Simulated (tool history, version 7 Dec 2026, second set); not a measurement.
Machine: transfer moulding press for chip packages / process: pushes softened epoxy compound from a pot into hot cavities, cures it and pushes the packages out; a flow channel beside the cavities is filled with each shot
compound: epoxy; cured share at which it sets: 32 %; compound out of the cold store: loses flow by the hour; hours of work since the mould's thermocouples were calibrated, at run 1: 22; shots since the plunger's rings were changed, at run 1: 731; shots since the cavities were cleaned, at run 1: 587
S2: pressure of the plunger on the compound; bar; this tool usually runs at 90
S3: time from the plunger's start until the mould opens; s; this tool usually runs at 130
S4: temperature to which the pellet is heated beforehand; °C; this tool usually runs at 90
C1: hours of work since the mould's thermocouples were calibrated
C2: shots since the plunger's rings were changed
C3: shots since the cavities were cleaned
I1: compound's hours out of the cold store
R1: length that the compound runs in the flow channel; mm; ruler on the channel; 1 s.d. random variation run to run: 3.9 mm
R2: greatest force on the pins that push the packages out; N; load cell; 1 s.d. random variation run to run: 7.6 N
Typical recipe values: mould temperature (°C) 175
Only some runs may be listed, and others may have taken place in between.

Run 1, day 0: usual settings; C1 22; C2 731; C3 587; I1 47.3. Result: R1 547 mm, R2 482 N.
Run 2, day 0.567: usual settings but S4 86 °C; C1 29; C2 823; C3 679; I1 19.3. Result: R1 616 mm, R2 527 N.
Run 3, day 0.883: usual settings; C1 33; C2 875; C3 731; I1 13.8. Result: R1 629 mm, R2 518 N.
Run 4, day 1.3: usual settings; C1 38; C2 943; C3 799; I1 33.7. Result: R1 575 mm, R2 528 N.
Run 5, day 1.738: usual settings; C1 43; C2 1015; C3 871; I1 42.7. Result: R1 559 mm, R2 504 N.
Run 6, day 2.025: usual settings; C1 47; C2 1062; C3 918; I1 28.9. Result: R1 586 mm, R2 539 N.
At day 2.408: cavities cleaned with cleaning compound and waxed.
Run 7, day 2.6: usual settings; C1 53; C2 1146; C3 32; I1 46.3. Result: R1 540 mm, R2 590 N.
Run 8, day 2.975: usual settings; C1 58; C2 1207; C3 93; I1 32.3. Result: R1 570 mm, R2 585 N.
Run 9, day 3.262: usual settings; C1 61; C2 1254; C3 140; I1 41.7. Result: R1 546 mm, R2 572 N.
Run 10, day 3.671: usual settings but mould temperature (°C) 178; C1 66; C2 1321; C3 207; I1 24.5. Result: R1 590 mm, R2 538 N.
Run 11, day 4.158: usual settings but S4 80 °C; C1 72; C2 1401; C3 287; I1 8.4. Result: R1 641 mm, R2 596 N.
At day 4.4: cavities cleaned with cleaning compound and waxed, once more.
Run 12, day 4.675: usual settings but S4 80 °C; C1 77; C2 1475; C3 45; I1 35.2. Result: R1 566 mm, R2 353 N.
Run 13, day 5.108: usual settings but S4 80 °C; C1 83; C2 1546; C3 116; I1 45. Result: R1 552 mm, R2 373 N.
Run 14, day 5.4: usual settings but S4 80 °C; C1 86; C2 1594; C3 164; I1 16.1. Result: R1 622 mm, R2 412 N.
Run 15, day 5.929: usual settings; C1 92; C2 1680; C3 250; I1 17. Result: R1 625 mm, R2 426 N.

Estimate the outcome of run 16 from the log above:
Run 16, day 6.346: usual settings but mould temperature (°C) 178, S3 145 s, S4 81 °C; C1 97; C2 1748; C3 318; I1 17.6. Result: R1 ?, R2 ?.

Run 16 gave R1 608 mm, R2 404 N.
Were there no unlogged condition in the tool, this run, its random variation unchanged, would have produced R1 627 mm, R2 296 N.

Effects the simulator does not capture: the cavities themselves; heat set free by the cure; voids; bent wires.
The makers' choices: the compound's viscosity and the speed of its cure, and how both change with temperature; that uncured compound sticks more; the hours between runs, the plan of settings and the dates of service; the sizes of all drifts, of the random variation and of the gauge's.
